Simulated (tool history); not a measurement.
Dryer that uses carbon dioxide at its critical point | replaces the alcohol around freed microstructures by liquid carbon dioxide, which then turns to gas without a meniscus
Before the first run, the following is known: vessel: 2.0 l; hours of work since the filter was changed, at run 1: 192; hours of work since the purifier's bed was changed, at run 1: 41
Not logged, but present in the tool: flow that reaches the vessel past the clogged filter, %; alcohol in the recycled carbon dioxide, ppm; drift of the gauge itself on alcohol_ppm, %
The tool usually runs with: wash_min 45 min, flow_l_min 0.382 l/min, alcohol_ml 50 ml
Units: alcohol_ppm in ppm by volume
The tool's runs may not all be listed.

run,hour,wash_min,flow_l_min,alcohol_ml,hours of work since the filter was changed,hours of work since the purifier's bed was changed,alcohol_ppm
1,0,45,0.382,50,192,41,36
2,7.6,45,0.395,50,194,43,27
3,14,50,0.382,50,196,45,33
4,21.7,50,0.382,50,199,48,24
5,29.3,50,0.382,50,201,50,34
6,36.3,50,0.382,50,204,53,23
7,45,50,0.382,50,207,56,30
8,53.2,50,0.382,50,210,59,24
9,59.8,50,0.382,50,212,61,34
10,65.4,50,0.382,50,214,63,27
11,72.8,56,0.382,50,216,65,33
12,80.6,56,0.382,50,219,68,29
13,84.9,56,0.382,50,220,69,25
14,90.8,45,0.382,30,222,71,40
15,95.4,45,0.382,30,224,73,45
16,103.8,45,0.37,39,227,76,46
17,112.7,39,0.382,50,230,79,88
18,118.1,39,0.382,50,231,80,81
19,126.7,64,0.53,50,234,83,32
20,135.1,64,0.53,50,237,86,34
21,139,56,0.504,31,238,87,37
22,143.6,56,0.504,31,240,89,38
23,147.4,48,0.504,40,241,90,33
24,155.1,48,0.504,40,244,93,33
25,162.7,37,0.382,34,246,95,100
26,171.4,37,0.382,34,249,98,92
27,176.1,37,0.382,34,251,100,93
28,179.7,30,0.382,25,252,101,159

Per-run results on a tool with no hidden state, each run keeping its own random variation:
run,alcohol_ppm
1,16
2,7
3,15
4,5
5,15
6,2
7,8
8,2
9,11
10,4
11,11
12,5
13,2
14,14
15,18
16,16
17,43
18,35
19,6
20,7
21,9
22,9
23,4
24,3
25,50
26,42
27,42
28,91
